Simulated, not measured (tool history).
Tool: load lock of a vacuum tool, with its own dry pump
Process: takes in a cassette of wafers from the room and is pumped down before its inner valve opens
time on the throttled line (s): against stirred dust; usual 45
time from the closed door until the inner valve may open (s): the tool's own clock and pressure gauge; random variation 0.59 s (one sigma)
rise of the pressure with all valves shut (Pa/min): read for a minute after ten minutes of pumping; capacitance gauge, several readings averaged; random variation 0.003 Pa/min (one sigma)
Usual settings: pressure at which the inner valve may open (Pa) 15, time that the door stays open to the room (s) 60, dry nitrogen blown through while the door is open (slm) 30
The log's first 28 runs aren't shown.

run    hour  time on the throttled line (s)  pressure at which the inner valve may open (Pa)  time that the door stays open to the room (s)  dry nitrogen blown through while the door is open (slm)  hours that the pump has run since its overhaul  times that the door has closed on its seal  incoming humidity of the room's air, %  time from the closed door until the inner valve may open (s)  rise of the pressure with all valves shut (Pa/min)
 29  4576.2                              45                                               29                                             60                                                       22                                           11363                                       14041                                    45.6                                                          93.6                                               0.035
 30  4767.3                              45                                               29                                             60                                                       22                                           11554                                       14482                                    44.8                                                          94.5                                               0.032
 31  4878.9                              45                                               15                                             31                                                        8                                           11666                                       14740                                    50.3                                                          98.9                                               0.041
     4984.9  -- dry pump taken out, an overhauled one fitted
 32  5073.4                              45                                               15                                             31                                                        8                                              88                                       15175                                    46.6                                                          84.7                                               0.045
 33  5182.7                              45                                               14                                            104                                                        8                                             198                                       15427                                    46.9                                                          85.9                                               0.057
 34  5334.3                              45                                               14                                            104                                                        8                                             349                                       15777                                    42.1                                                          85.0                                               0.059
 35  5445.7                              45                                               14                                            104                                                        8                                             461                                       16034                                    41.6                                                          85.0                                               0.053
 36  5583.5                              49                                               10                                            216                                                        8                                             599                                       16352                                    48.7                                                          91.3                                               0.075

5 ways to go on from here, each from the tool as it stands after run 36. What would each give?
  A  5699.5                              75                                               15                                             60                                                       30                                             715                                       16620                                    45.4                                                             ?                                                   ?
  B  5699.5                              30                                               10                                            216                                                        8                                             715                                       16620                                    47.2                                                             ?                                                   ?
  C  5699.5                              22                                               10                                             61                                                        8                                             715                                       16620                                    43.8                                                             ?                                                   ?
  D  5699.5                              34                                               12                                             35                                                        8                                             715                                       16620                                    43.9                                                             ?                                                   ?
  E  5699.5                              43                                               25                                            216                                                        8                                             715                                       16620                                    46.1                                                             ?                                                   ?

run  time from the closed door until the inner valve may open (s)  rise of the pressure with all valves shut (Pa/min)
  A                                                         109.4                                               0.044
  B                                                          76.2                                               0.070
  C                                                          69.8                                               0.051
  D                                                          77.7                                               0.043
  E                                                          80.7                                               0.075
Without the tool's hidden state the same runs would have given:
run  time from the closed door until the inner valve may open (s)  rise of the pressure with all valves shut (Pa/min)
  A                                                         108.8                                               0.021
  B                                                          75.3                                               0.046
  C                                                          68.9                                               0.028
  D                                                          76.9                                               0.019
  E                                                          80.0                                               0.052
